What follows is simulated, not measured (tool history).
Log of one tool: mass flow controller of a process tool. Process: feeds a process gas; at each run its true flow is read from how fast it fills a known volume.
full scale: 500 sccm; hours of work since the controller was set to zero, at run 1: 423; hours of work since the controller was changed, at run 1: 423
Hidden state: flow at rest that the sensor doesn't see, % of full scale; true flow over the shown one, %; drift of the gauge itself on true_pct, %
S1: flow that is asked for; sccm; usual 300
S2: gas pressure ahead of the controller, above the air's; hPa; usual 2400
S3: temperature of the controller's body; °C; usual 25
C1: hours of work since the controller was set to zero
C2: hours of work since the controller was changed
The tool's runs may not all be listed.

run 1 day=0.000 | S1=300 S2=2400 S3=25 | C1=423 C2=423 | true_flow_(%)=99.24
run 2 day=6.496 | S1=300 S2=2400 S3=25 | C1=520 C2=520 | true_flow_(%)=99.13
run 3 day=12.233 | S1=300 S2=2400 S3=25 | C1=605 C2=605 | true_flow_(%)=99.33
run 4 day=19.975 | S1=300 S2=2400 S3=25 | C1=720 C2=720 | true_flow_(%)=99.21
run 5 day=25.758 | S1=300 S2=2400 S3=25 | C1=806 C2=806 | true_flow_(%)=99.19
run 6 day=30.125 | S1=300 S2=2400 S3=25 | C1=871 C2=871 | true_flow_(%)=99.19
run 7 day=33.846 | S1=300 S2=2400 S3=26 | C1=926 C2=926 | true_flow_(%)=99.11
run 8 day=39.650 | S1=300 S2=2400 S3=25 | C1=1012 C2=1012 | true_flow_(%)=99.07
run 9 day=47.092 | S1=300 S2=1840 S3=25 | C1=1122 C2=1122 | true_flow_(%)=98.97
run 10 day=51.954 | S1=300 S2=1780 S3=25 | C1=1195 C2=1195 | true_flow_(%)=98.71
run 11 day=59.500 | S1=300 S2=1780 S3=25 | C1=1307 C2=1307 | true_flow_(%)=98.82
run 12 day=67.483 | S1=300 S2=1780 S3=25 | C1=1425 C2=1425 | true_flow_(%)=98.70
run 13 day=71.379 | S1=300 S2=1780 S3=25 | C1=1483 C2=1483 | true_flow_(%)=98.78
run 14 day=80.154 | S1=300 S2=2400 S3=40 | C1=1613 C2=1613 | true_flow_(%)=97.75
run 15 day=88.771 | S1=300 S2=2400 S3=40 | C1=1741 C2=1741 | true_flow_(%)=97.60
run 16 day=96.996 | S1=300 S2=2400 S3=40 | C1=1863 C2=1863 | true_flow_(%)=97.61
run 17 day=102.800 | S1=300 S2=2400 S3=40 | C1=1949 C2=1949 | true_flow_(%)=97.53
run 18 day=107.562 | S1=52 S2=2400 S3=25 | C1=2020 C2=2020 | true_flow_(%)=96.42
run 19 day=115.217 | S1=52 S2=2400 S3=25 | C1=2134 C2=2134 | true_flow_(%)=96.23
run 20 day=119.254 | S1=52 S2=2550 S3=25 | C1=2194 C2=2194 | true_flow_(%)=96.32
run 21 day=124.067 | S1=276 S2=2400 S3=25 | C1=2265 C2=2265 | true_flow_(%)=98.93
run 22 day=129.254 | S1=300 S2=2400 S3=25 | C1=2342 C2=2342 | true_flow_(%)=98.98
run 23 day=134.617 | S1=300 S2=2400 S3=25 | C1=2422 C2=2422 | true_flow_(%)=99.12
run 24 day=141.533 | S1=300 S2=2210 S3=27 | C1=2524 C2=2524 | true_flow_(%)=98.73
run 25 day=147.375 | S1=52 S2=1440 S3=21 | C1=2611 C2=2611 | true_flow_(%)=95.65
run 26 day=153.604 | S1=52 S2=1440 S3=21 | C1=2703 C2=2703 | true_flow_(%)=95.64
run 27 day=159.121 | S1=110 S2=1440 S3=40 | C1=2785 C2=2785 | true_flow_(%)=95.37
run 28 day=166.400 | S1=85 S2=1500 S3=35 | C1=2893 C2=2893 | true_flow_(%)=95.30
run 29 day=170.950 | S1=85 S2=1500 S3=35 | C1=2961 C2=2961 | true_flow_(%)=95.31
run 30 day=175.754 | S1=231 S2=1820 S3=29 | C1=3032 C2=3032 | true_flow_(%)=97.82
run 31 day=181.108 | S1=231 S2=1820 S3=29 | C1=3112 C2=3112 | true_flow_(%)=97.83
run 32 day=189.512 | S1=275 S2=2400 S3=39 | C1=3237 C2=3237 | true_flow_(%)=97.44
run 33 day=197.200 | S1=110 S2=1440 S3=20 | C1=3351 C2=3351 | true_flow_(%)=97.20
run 34 day=201.542 | S1=110 S2=1440 S3=20 | C1=3415 C2=3415 | true_flow_(%)=97.17
run 35 day=207.142 | S1=105 S2=2060 S3=22 | C1=3498 C2=3498 | true_flow_(%)=97.19
run 36 day=214.262 | S1=105 S2=2060 S3=22 | C1=3604 C2=3604 | true_flow_(%)=97.26
run 37 day=218.658 | S1=452 S2=2400 S3=25 | C1=3669 C2=3669 | true_flow_(%)=99.88
run 38 day=224.129 | S1=192 S2=2160 S3=24 | C1=3750 C2=3750 | true_flow_(%)=98.02
run 39 day=228.904 | S1=192 S2=2160 S3=24 | C1=3821 C2=3821 | true_flow_(%)=98.09
run 40 day=235.746 | S1=192 S2=1770 S3=24 | C1=3923 C2=3923 | true_flow_(%)=97.85
run 41 day=240.175 | S1=168 S2=2400 S3=25 | C1=3989 C2=3989 | true_flow_(%)=97.87
run 42 day=249.008 | S1=225 S2=1900 S3=38 | C1=4120 C2=4120 | true_flow_(%)=96.80
run 43 day=257.175 | S1=77 S2=1510 S3=26 | C1=4241 C2=4241 | true_flow_(%)=95.18
run 44 day=263.908 | S1=77 S2=1510 S3=26 | C1=4341 C2=4341 | true_flow_(%)=95.17
run 45 day=271.375 | S1=72 S2=2370 S3=26 | C1=4452 C2=4452 | true_flow_(%)=95.31
run 46 day=280.096 | S1=300 S2=1710 S3=20 | C1=4581 C2=4581 | true_flow_(%)=99.02

Each run again, without the hidden state but with its own random variation kept:
run=1 true_flow_(%)=99.42
run=2 true_flow_(%)=99.32
run=3 true_flow_(%)=99.53
run=4 true_flow_(%)=99.41
run=5 true_flow_(%)=99.41
run=6 true_flow_(%)=99.41
run=7 true_flow_(%)=99.34
run=8 true_flow_(%)=99.30
run=9 true_flow_(%)=99.21
run=10 true_flow_(%)=98.96
run=11 true_flow_(%)=99.07
run=12 true_flow_(%)=98.96
run=13 true_flow_(%)=99.05
run=14 true_flow_(%)=98.03
run=15 true_flow_(%)=97.89
run=16 true_flow_(%)=97.91
run=17 true_flow_(%)=97.83
run=18 true_flow_(%)=98.47
run=19 true_flow_(%)=98.38
run=20 true_flow_(%)=98.54
run=21 true_flow_(%)=99.30
run=22 true_flow_(%)=99.31
run=23 true_flow_(%)=99.46
run=24 true_flow_(%)=99.08
run=25 true_flow_(%)=98.23
run=26 true_flow_(%)=98.30
run=27 true_flow_(%)=96.60
run=28 true_flow_(%)=96.99
run=29 true_flow_(%)=97.03
run=30 true_flow_(%)=98.37
run=31 true_flow_(%)=98.40
run=32 true_flow_(%)=97.90
run=33 true_flow_(%)=98.65
run=34 true_flow_(%)=98.65
run=35 true_flow_(%)=98.78
run=36 true_flow_(%)=98.89
run=37 true_flow_(%)=100.09
run=38 true_flow_(%)=98.84
run=39 true_flow_(%)=98.93
run=40 true_flow_(%)=98.70
run=41 true_flow_(%)=98.89
run=42 true_flow_(%)=97.51
run=43 true_flow_(%)=97.85
run=44 true_flow_(%)=97.90
run=45 true_flow_(%)=98.31
run=46 true_flow_(%)=99.53
